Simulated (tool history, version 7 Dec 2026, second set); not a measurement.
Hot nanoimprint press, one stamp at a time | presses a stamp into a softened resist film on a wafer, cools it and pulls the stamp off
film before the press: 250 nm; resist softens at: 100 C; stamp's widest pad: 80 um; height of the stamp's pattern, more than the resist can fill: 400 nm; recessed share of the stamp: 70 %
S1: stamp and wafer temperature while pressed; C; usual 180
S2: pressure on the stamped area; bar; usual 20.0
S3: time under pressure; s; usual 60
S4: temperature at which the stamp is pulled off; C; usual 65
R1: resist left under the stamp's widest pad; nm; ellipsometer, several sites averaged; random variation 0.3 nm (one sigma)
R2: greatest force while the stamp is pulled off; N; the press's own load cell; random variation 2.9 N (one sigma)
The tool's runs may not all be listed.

Run 1, hour 0.0: usual settings. Result: R1 99.2 nm, R2 143 N.
Run 2, hour 48.6: usual settings. Result: R1 98.6 nm, R2 135 N.
Run 3, hour 93.2: usual settings. Result: R1 99.2 nm, R2 143 N.
Run 4, hour 186.9: usual settings. Result: R1 98.8 nm, R2 146 N.
Run 5, hour 266.9: usual settings. Result: R1 98.7 nm, R2 149 N.
At hour 295.6: stamp cleaned and given a new release coat.
Run 6, hour 366.8: usual settings but S2 12.7 bar. Result: R1 122.8 nm, R2 137 N.
Run 7, hour 439.6: usual settings. Result: R1 98.7 nm, R2 139 N.
Run 8, hour 524.1: usual settings. Result: R1 98.0 nm, R2 142 N.
Run 9, hour 603.3: usual settings but S2 20.9 bar. Result: R1 96.2 nm, R2 146 N.
At hour 674.0: press's hydraulic seals changed and the load cell set to zero.
Run 10, hour 696.7: usual settings but S2 20.9 bar. Result: R1 96.4 nm, R2 146 N.
Run 11, hour 767.6: usual settings but S1 175 C, S2 20.9 bar. Result: R1 121.7 nm, R2 146 N.
At hour 779.0: stamp cleaned and given a new release coat.
Run 12, hour 838.0: usual settings but S1 175 C, S2 20.9 bar. Result: R1 123.0 nm, R2 143 N.
At hour 853.8: plate thermocouple calibrated.
Run 13, hour 928.5: usual settings but S1 175 C, S2 20.9 bar. Result: R1 121.8 nm, R2 140 N.
Run 14, hour 978.3: usual settings but S4 51 C. Result: R1 97.9 nm, R2 181 N.
Run 15, hour 1032.7: usual settings but S4 66 C. Result: R1 98.1 nm, R2 135 N.
Run 16, hour 1132.9: usual settings but S1 189 C, S2 15.4 bar. Result: R1 72.5 nm, R2 141 N.
Run 17, hour 1209.4: usual settings but S2 24.1 bar, S4 53 C. Result: R1 89.1 nm, R2 170 N.
At hour 1261.4: stamp cleaned and given a new release coat.
Run 18, hour 1286.5: usual settings but S2 13.3 bar, S3 107 s, S4 53 C. Result: R1 95.4 nm, R2 174 N.
Run 19, hour 1347.6: usual settings but S2 13.3 bar, S3 107 s, S4 53 C. Result: R1 95.4 nm, R2 170 N.
Run 20, hour 1428.4: usual settings but S2 13.3 bar, S3 36 s, S4 53 C. Result: R1 140.4 nm, R2 173 N.
Run 21, hour 1473.9: usual settings but S3 92 s, S4 56 C. Result: R1 82.5 nm, R2 164 N.
Run 22, hour 1569.0: usual settings but S1 187 C, S2 26.4 bar, S3 107 s. Result: R1 47.1 nm, R2 143 N.
Run 23, hour 1631.6: usual settings but S1 187 C, S2 19.5 bar, S3 54 s, S4 54 C. Result: R1 73.2 nm, R2 175 N.
Run 24, hour 1704.2: usual settings but S1 187 C, S2 19.5 bar, S3 54 s, S4 54 C. Result: R1 72.8 nm, R2 176 N.
At hour 1737.0: stamp cleaned and given a new release coat.
Run 25, hour 1780.6: usual settings but S1 187 C, S2 19.5 bar, S3 54 s, S4 54 C. Result: R1 72.9 nm, R2 170 N.
Run 26, hour 1878.6: usual settings but S1 187 C, S2 19.5 bar, S3 54 s, S4 54 C. Result: R1 72.7 nm, R2 170 N.
Run 27, hour 1947.4: usual settings but S1 187 C, S3 69 s, S4 72 C. Result: R1 64.9 nm, R2 124 N.
At hour 1997.4: gauge calibrated.
Run 28, hour 2018.6: usual settings but S1 183 C, S2 16.3 bar. Result: R1 94.8 nm, R2 143 N.

3 ways to go on from here, each from the tool as it stands after run 28. What would each give?
Run A, hour 2062.5: usual settings but S2 18.7 bar, S3 117 s, S4 54 C. Result: R1 ?, R2 ?.
Run B, hour 2062.5: usual settings but S1 178 C. Result: R1 ?, R2 ?.
Run C, hour 2062.5: usual settings but S4 71 C. Result: R1 ?, R2 ?.

run     R1   R2
  A   78.2  171
  B  109.0  146
  C   99.1  125
Without the tool's hidden state the same runs would have given:
run     R1   R2
  A   78.5  169
  B  109.4  144
  C   99.4  124
